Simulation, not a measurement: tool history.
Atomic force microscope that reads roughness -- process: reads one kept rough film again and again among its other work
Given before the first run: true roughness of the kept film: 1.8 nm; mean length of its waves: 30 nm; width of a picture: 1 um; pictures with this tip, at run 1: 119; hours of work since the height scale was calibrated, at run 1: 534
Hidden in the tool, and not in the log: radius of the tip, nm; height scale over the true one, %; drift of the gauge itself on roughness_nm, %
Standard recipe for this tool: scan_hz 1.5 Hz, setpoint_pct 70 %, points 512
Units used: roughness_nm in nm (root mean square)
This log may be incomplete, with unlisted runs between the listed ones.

run	hour	scan_hz	setpoint_pct	points	pictures with this tip	hours of work since the height scale was calibrated	roughness_nm
1	0	1.5	70	512	119	534	1.346
# hour 20.9: new tip fitted
2	20.9	1.5	70	512	0	547	1.537
3	49	1.5	70	313	60	566	1.442
4	69	1.5	70	313	102	579	1.382
# hour 100: new tip fitted
5	112.2	0.51	70	313	25	606	1.602
6	134.5	0.51	70	313	73	621	1.511
# hour 178.8: new tip fitted
7	179.2	0.51	70	313	1	650	1.612
8	206	0.51	70	313	58	667	1.536
9	241.7	1.5	70	690	133	690	1.345
# hour 257.5: new tip fitted
10	266.1	1.5	70	690	18	706	1.522
11	311.8	1.5	70	690	115	736	1.369
# hour 335.6: new tip fitted
12	355.9	1.5	70	690	43	764	1.475
13	389.5	1.22	70	512	115	786	1.385
# hour 392.9: height scale calibrated on a step standard
# hour 415.7: new tip fitted
14	428.6	1.22	70	512	27	23	1.544
15	454.5	1.22	70	512	83	40	1.435
# hour 483.6: height scale calibrated on a step standard, once more
16	490	1.5	70	512	156	4	1.276
# hour 493.6: new tip fitted
17	512.8	1.16	70	512	41	19	1.495
18	542.6	1.16	70	512	104	38	1.391
# hour 571.8: new tip fitted
19	584.1	1.5	69	840	26	65	1.506
20	629.3	1.5	70	489	122	94	1.332

Estimate the outcome of run 21 from the log above:
# hour 648.5: new tip fitted
21	658.5	1.5	70	489	21	113	?

For run 21 the tool returned roughness_nm 1.498 nm (root mean square).
Were there no unlogged condition in the tool, this run, its random variation unchanged, would have produced roughness_nm 1.544 nm (root mean square).
